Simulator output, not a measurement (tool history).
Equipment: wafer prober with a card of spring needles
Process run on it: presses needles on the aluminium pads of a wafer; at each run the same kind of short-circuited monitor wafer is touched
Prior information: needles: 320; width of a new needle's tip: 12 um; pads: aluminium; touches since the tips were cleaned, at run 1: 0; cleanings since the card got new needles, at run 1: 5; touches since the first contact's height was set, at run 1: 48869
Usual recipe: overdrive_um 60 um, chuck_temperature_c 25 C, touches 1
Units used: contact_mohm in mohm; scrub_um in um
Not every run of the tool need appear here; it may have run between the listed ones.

run	hour	overdrive_um	chuck_temperature_c	touches	touches since the tips were cleaned	cleanings since the card got new needles	touches since the first contact's height was set	contact_mohm	scrub_um
1	0	60	25	1	0	5	48869	185	14.94
2	21.5	60	25	1	8624	5	57493	189	15.02
# hour 22.9: tips cleaned on abrasive film
3	38.3	65	25	1	6169	6	64157	185	16.28
# hour 45.2: tips cleaned on abrasive film
4	64.2	60	25	1	7574	7	74471	184	14.94
# hour 68.1: tips cleaned on abrasive film
# hour 90.7: tips cleaned on abrasive film
5	90.7	60	97	1	0	9	85006	201	14.87
6	105.3	60	97	1	5859	9	90865	200	15.07
# hour 112.6: tips cleaned on abrasive film
7	129.7	60	25	2	6825	10	100559	186	14.97
# hour 136.2: tips cleaned on abrasive film
8	152.1	60	25	1	6346	11	109491	185	14.87
# hour 158.4: tips cleaned on abrasive film
9	173.9	50	25	1	6182	12	118182	185	12.4
# hour 181.1: tips cleaned on abrasive film
10	188.8	50	25	1	3063	13	124104	188	12.38
11	200.1	60	25	1	7582	13	128623	190	14.78
# hour 204.3: tips cleaned on abrasive film
12	216.5	60	25	1	4866	14	135144	188	14.86
# hour 227: tips cleaned on abrasive film
13	242.1	60	25	1	6054	15	145378	185	14.83
# hour 249.2: tips cleaned on abrasive film
14	257	56	25	1	3126	16	151277	189	13.79
# hour 271.4: tips cleaned on abrasive film
15	278.3	61	25	1	2748	17	159767	185	14.98
# hour 294.5: tips cleaned on abrasive film
16	298.9	61	25	1	1789	18	167982	187	15.05
# hour 316.3: tips cleaned on abrasive film
17	323.2	61	25	1	2749	19	177664	181	14.91

What does the tool deliver on the next run?
# hour 338.3: tips cleaned on abrasive film
18	339.3	61	25	1	418	20	184073	?	?

{"run 18": {"contact_mohm": 185, "scrub_um": 14.78}}
Minus the tool's unlogged condition, the same run would have read contact_mohm 185 mohm, scrub_um 15.18 um.

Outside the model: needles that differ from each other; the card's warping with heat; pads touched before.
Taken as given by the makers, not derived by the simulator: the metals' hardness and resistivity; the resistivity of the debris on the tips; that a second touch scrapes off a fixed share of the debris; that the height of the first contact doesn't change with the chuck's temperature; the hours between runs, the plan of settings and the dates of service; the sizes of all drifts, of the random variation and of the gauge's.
